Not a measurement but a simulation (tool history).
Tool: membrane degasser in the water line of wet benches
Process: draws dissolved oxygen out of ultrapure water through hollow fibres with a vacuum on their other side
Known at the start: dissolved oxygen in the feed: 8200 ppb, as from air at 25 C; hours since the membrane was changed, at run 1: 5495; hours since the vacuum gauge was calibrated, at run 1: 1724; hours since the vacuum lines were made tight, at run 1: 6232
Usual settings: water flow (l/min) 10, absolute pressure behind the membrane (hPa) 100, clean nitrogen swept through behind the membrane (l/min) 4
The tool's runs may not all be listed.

run	hour	water flow (l/min)	absolute pressure behind the membrane (hPa)	clean nitrogen swept through behind the membrane (l/min)	hours since the membrane was changed	hours since the vacuum gauge was calibrated	hours since the vacuum lines were made tight	dissolved oxygen in the water behind the degasser (ppb)	pressure that the water loses in the fibres (hPa)
1	0	10	100	4	5495	1724	6232	70.3	385.1
2	271.6	10	100	6.43	5767	1995	6503	53.8	386.1
3	484.5	10	100	6.43	5980	2208	6716	52.8	385
4	624.2	10	67	4	6119	2348	6856	48.6	387.6
5	834.5	10	100	4	6329	2558	7066	71.3	386.3
6	977.5	10	100	4	6472	2701	7209	71.4	387.4
7	1151.1	10	100	4	6646	2875	7383	70.7	384
8	1267.2	10	100	4	6762	2991	7499	71.6	386.2
9	1469	10	104	4	6964	3193	7701	72.7	391.1
10	1723	10	104	4	7218	3447	7955	75.9	389.7
# hour 1812.3: vacuum gauge calibrated
11	1870.4	10	104	4	7365	58	8102	73.3	386
12	2051.5	10	104	4	7546	239	8283	74.4	385.3
13	2237.7	10	104	4	7732	425	8469	72.9	387
14	2358.3	16	100	4	7853	546	8590	193.6	622.8
15	2564.7	16	100	4	8059	752	8796	193.6	620
16	2840.2	10	100	4	8335	1028	9071	71.1	391.8
17	3069.9	10	100	4	8564	1258	9301	72.1	387
18	3219.2	10	141	4	8714	1407	9450	99.3	388.5
19	3421.7	10	141	1.92	8916	1609	9653	171.9	387
20	3559.6	10	141	1.92	9054	1747	9791	174.5	388.3
21	3691.2	10	176	4	9186	1879	9922	123.1	391.8
22	3831.3	10	176	4	9326	2019	10063	121.7	389.6
23	3982.7	16	100	3	9477	2170	10214	218.6	625
24	4241.6	16	100	3	9736	2429	10473	215.8	625.9
# hour 4303.7: seals of the vacuum lines changed
25	4379.8	16	66	10.79	9872	2566	76	143.5	625.1
26	4647.7	8	231	3.08	10140	2833	344	138.5	312.7
27	4798.5	7	148	4	10291	2984	495	59	271.7
28	5016.8	7	148	4	10509	3202	713	58.4	271.8
29	5199.2	10	118	4.43	10692	3385	895	77.1	392.6
# hour 5353.2: vacuum gauge calibrated
30	5457.5	10	177	4.43	10949	104	1153	110.2	394.1
31	5683.7	10	100	2.21	11176	330	1380	106.2	395.2

For each run, the measured value with the value that run would have given without the tool's hidden condition subtracted. The run-to-run variation is shared by both, the gauge scatter possibly not:
Unlogged tool condition in this case: membrane still open, %; true pressure behind the membrane over the reading, kPa; air that leaks in behind the membrane, l/min; drift of the gauge itself on oxygen_ppb, %; drift of the gauge itself on loss_of_pressure_kpa, %.
run	dissolved oxygen in the water behind the degasser (ppb)	pressure that the water loses in the fibres (hPa)
1	+5.1	+6.8
2	+4.4	+7.2
3	+4.6	+7.5
4	+4.6	+7.6
5	+6	+8
6	+6.3	+8.2
7	+6.4	+8.4
8	+6.6	+8.5
9	+6.7	+8.8
10	+7.3	+9.2
11	+6.1	+9.3
12	+6.4	+9.4
13	+6.5	+9.8
14	+15.6	+15.8
15	+16.1	+16.3
16	+7	+10.6
17	+7.3	+10.9
18	+9.2	+11.1
19	+13.9	+11.4
20	+14.3	+11.5
21	+11.5	+11.8
22	+11.5	+11.9
23	+20.7	+19.4
24	+21.1	+20
25	+17.4	+20.3
26	+4.2	+10.4
27	+2.6	+9.2
28	+2.9	+9.4
29	+6.6	+13.8
30	+6.8	+14
31	+7.3	+14.4

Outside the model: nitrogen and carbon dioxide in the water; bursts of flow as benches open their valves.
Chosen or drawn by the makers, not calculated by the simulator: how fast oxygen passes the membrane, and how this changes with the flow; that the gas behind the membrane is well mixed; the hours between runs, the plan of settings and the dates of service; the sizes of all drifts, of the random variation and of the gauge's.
